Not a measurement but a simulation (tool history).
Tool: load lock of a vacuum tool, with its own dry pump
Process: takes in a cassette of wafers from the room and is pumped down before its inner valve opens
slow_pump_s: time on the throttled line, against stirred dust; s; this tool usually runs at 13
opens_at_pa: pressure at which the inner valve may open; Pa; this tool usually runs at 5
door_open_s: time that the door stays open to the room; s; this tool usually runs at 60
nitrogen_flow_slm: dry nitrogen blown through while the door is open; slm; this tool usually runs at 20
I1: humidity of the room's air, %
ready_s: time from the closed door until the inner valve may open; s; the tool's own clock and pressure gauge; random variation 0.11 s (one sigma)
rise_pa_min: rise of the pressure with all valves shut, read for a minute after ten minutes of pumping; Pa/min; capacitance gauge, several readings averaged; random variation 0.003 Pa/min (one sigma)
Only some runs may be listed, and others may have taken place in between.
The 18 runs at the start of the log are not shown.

{"run": 19, "hour": 1367.7, "slow_pump_s": 13, "opens_at_pa": 5, "door_open_s": 68, "nitrogen_flow_slm": 20, "I1": 43.1, "ready_s": 26.7, "rise_pa_min": 0.056}
{"run": 20, "hour": 1432.1, "slow_pump_s": 13, "opens_at_pa": 5, "door_open_s": 68, "nitrogen_flow_slm": 20, "I1": 44.4, "ready_s": 26.6, "rise_pa_min": 0.065}
{"run": 21, "hour": 1517.8, "slow_pump_s": 13, "opens_at_pa": 6, "door_open_s": 51, "nitrogen_flow_slm": 17, "I1": 44.6, "ready_s": 26.5, "rise_pa_min": 0.058}
{"run": 22, "hour": 1612.1, "slow_pump_s": 13, "opens_at_pa": 6, "door_open_s": 51, "nitrogen_flow_slm": 17, "I1": 47.2, "ready_s": 26.4, "rise_pa_min": 0.055}
{"run": 23, "hour": 1705.2, "slow_pump_s": 13, "opens_at_pa": 5, "door_open_s": 48, "nitrogen_flow_slm": 20, "I1": 40.2, "ready_s": 26.7, "rise_pa_min": 0.047}
{"run": 24, "hour": 1767.7, "slow_pump_s": 13, "opens_at_pa": 5, "door_open_s": 48, "nitrogen_flow_slm": 20, "I1": 45.9, "ready_s": 26.9, "rise_pa_min": 0.058}
{"run": 25, "hour": 1818.7, "slow_pump_s": 24, "opens_at_pa": 5, "door_open_s": 48, "nitrogen_flow_slm": 20, "I1": 48.3, "ready_s": 35, "rise_pa_min": 0.059}
{"run": 26, "hour": 1871.1, "slow_pump_s": 17, "opens_at_pa": 5, "door_open_s": 48, "nitrogen_flow_slm": 13, "I1": 47.1, "ready_s": 29.8, "rise_pa_min": 0.067}
{"run": 27, "hour": 1915.0, "slow_pump_s": 17, "opens_at_pa": 5, "door_open_s": 48, "nitrogen_flow_slm": 13, "I1": 43.7, "ready_s": 29.9, "rise_pa_min": 0.066}
{"run": 28, "hour": 1968.4, "slow_pump_s": 21, "opens_at_pa": 5, "door_open_s": 60, "nitrogen_flow_slm": 20, "I1": 44.9, "ready_s": 32.7, "rise_pa_min": 0.063}
{"hour": 2044.1, "done": "dry pump taken out, an overhauled one fitted"}
{"run": 29, "hour": 2056.7, "slow_pump_s": 18, "opens_at_pa": 5, "door_open_s": 34, "nitrogen_flow_slm": 20, "I1": 43.3, "ready_s": 28.5, "rise_pa_min": 0.047}
{"run": 30, "hour": 2125.0, "slow_pump_s": 18, "opens_at_pa": 5, "door_open_s": 34, "nitrogen_flow_slm": 20, "I1": 47.6, "ready_s": 28.5, "rise_pa_min": 0.05}
{"run": 31, "hour": 2213.6, "slow_pump_s": 13, "opens_at_pa": 8, "door_open_s": 60, "nitrogen_flow_slm": 20, "I1": 46.9, "ready_s": 24, "rise_pa_min": 0.061}
{"run": 32, "hour": 2280.5, "slow_pump_s": 13, "opens_at_pa": 4, "door_open_s": 196, "nitrogen_flow_slm": 20, "I1": 42.4, "ready_s": 25, "rise_pa_min": 0.1}
{"run": 33, "hour": 2322.4, "slow_pump_s": 13, "opens_at_pa": 4, "door_open_s": 196, "nitrogen_flow_slm": 7, "I1": 46.6, "ready_s": 25.1, "rise_pa_min": 0.157}
{"run": 34, "hour": 2411.6, "slow_pump_s": 14, "opens_at_pa": 5, "door_open_s": 60, "nitrogen_flow_slm": 24, "I1": 47, "ready_s": 25.5, "rise_pa_min": 0.06}
{"run": 35, "hour": 2457.4, "slow_pump_s": 7, "opens_at_pa": 7, "door_open_s": 60, "nitrogen_flow_slm": 5, "I1": 44.1, "ready_s": 19.5, "rise_pa_min": 0.085}
{"run": 36, "hour": 2536.5, "slow_pump_s": 7, "opens_at_pa": 7, "door_open_s": 60, "nitrogen_flow_slm": 5, "I1": 49.1, "ready_s": 19.2, "rise_pa_min": 0.088}
{"run": 37, "hour": 2616.8, "slow_pump_s": 23, "opens_at_pa": 9, "door_open_s": 55, "nitrogen_flow_slm": 20, "I1": 43.3, "ready_s": 31.6, "rise_pa_min": 0.058}

3 ways to go on from here, each from the tool as it stands after run 37. What would each give?
{"run": "A", "hour": 2694.1, "slow_pump_s": 13, "opens_at_pa": 5, "door_open_s": 209, "nitrogen_flow_slm": 20, "I1": 44, "ready_s": "?", "rise_pa_min": "?"}
{"run": "B", "hour": 2694.1, "slow_pump_s": 23, "opens_at_pa": 6, "door_open_s": 33, "nitrogen_flow_slm": 36, "I1": 41.8, "ready_s": "?", "rise_pa_min": "?"}
{"run": "C", "hour": 2694.1, "slow_pump_s": 13, "opens_at_pa": 5, "door_open_s": 172, "nitrogen_flow_slm": 20, "I1": 45.6, "ready_s": "?", "rise_pa_min": "?"}

run=A ready_s=24.6 rise_pa_min=0.113
run=B ready_s=32.3 rise_pa_min=0.046
run=C ready_s=24.6 rise_pa_min=0.102
Had the tool no hidden state, the same runs would have come out as:
run=A ready_s=24.4 rise_pa_min=0.093
run=B ready_s=32.2 rise_pa_min=0.025
run=C ready_s=24.5 rise_pa_min=0.081

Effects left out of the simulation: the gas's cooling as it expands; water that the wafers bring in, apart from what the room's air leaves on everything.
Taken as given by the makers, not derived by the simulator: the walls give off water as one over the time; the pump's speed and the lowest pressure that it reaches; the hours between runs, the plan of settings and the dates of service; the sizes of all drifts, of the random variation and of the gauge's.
